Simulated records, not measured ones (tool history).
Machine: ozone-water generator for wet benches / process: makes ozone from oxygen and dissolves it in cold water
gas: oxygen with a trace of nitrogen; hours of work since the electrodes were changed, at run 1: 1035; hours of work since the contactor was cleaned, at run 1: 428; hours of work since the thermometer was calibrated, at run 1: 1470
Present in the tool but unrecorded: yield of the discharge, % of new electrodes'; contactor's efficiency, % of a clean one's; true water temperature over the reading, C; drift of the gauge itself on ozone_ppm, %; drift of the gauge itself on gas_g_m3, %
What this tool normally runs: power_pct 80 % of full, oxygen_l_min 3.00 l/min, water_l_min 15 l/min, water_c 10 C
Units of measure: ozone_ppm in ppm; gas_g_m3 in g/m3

run	hour	power_pct	oxygen_l_min	water_l_min	water_c	hours of work since the electrodes were changed	hours of work since the contactor was cleaned	hours of work since the thermometer was calibrated	ozone_ppm	gas_g_m3
1	0.0	80	3.00	15	10	1035	428	1470	16.4	204.2
2	35.6	80	3.00	15	10	1060	453	1495	16.4	204.6
3	78.0	80	3.00	15	10	1090	483	1525	16.5	203.2
4	123.7	80	3.00	15	10	1122	515	1558	16.3	201.4
5	158.2	80	4.77	15	10	1147	539	1582	16.0	150.5
6	204.6	80	4.77	15	10	1179	572	1615	16.1	150.6
7	252.3	80	4.77	15	10	1213	606	1648	16.2	150.2
8	295.8	80	3.00	15	5	1244	637	1679	17.2	201.3
9	342.8	80	3.00	15	5	1277	670	1712	17.0	201.1
10	374.8	80	3.00	15	5	1299	692	1735	17.0	200.8
11	412.0	80	3.00	15	10	1326	718	1761	16.2	201.2
12	441.0	80	3.00	15	10	1346	739	1782	16.4	199.9
13	485.1	80	3.00	15	10	1377	770	1813	16.4	201.7
14	507.6	80	3.00	15	7	1393	786	1829	16.8	202.8
15	551.6	80	3.00	15	7	1424	817	1860	16.6	201.9
16	595.2	80	3.00	15	13	1455	848	1890	15.8	200.9
17	631.1	80	2.46	17	10	1480	873	1916	14.0	230.1
18	655.0	80	3.69	15	12	1497	890	1933	16.0	174.6
19	682.9	48	2.44	14	10	1517	910	1952	13.2	173.6
20	724.0	61	3.00	12	9	1546	939	1981	17.9	173.6
21	770.3	45	3.00	12	9	1578	971	2014	15.3	146.5
22	811.0	59	4.38	11	16	1607	1000	2043	16.8	132.1
23	852.8	80	3.00	24	6	1637	1030	2072	9.9	201.3
24	901.3	80	3.00	24	6	1671	1064	2106	9.6	199.4

Run 25 comes next. What will it give?
25	944.7	58	3.00	9	6	1702	1094	2137	?	?

Run 25 came out at ozone_ppm 24.0 ppm, gas_g_m3 166.8 g/m3.
Had the tool carried no hidden state, the very same run would have given ozone_ppm 24.1 ppm, gas_g_m3 170.2 g/m3.

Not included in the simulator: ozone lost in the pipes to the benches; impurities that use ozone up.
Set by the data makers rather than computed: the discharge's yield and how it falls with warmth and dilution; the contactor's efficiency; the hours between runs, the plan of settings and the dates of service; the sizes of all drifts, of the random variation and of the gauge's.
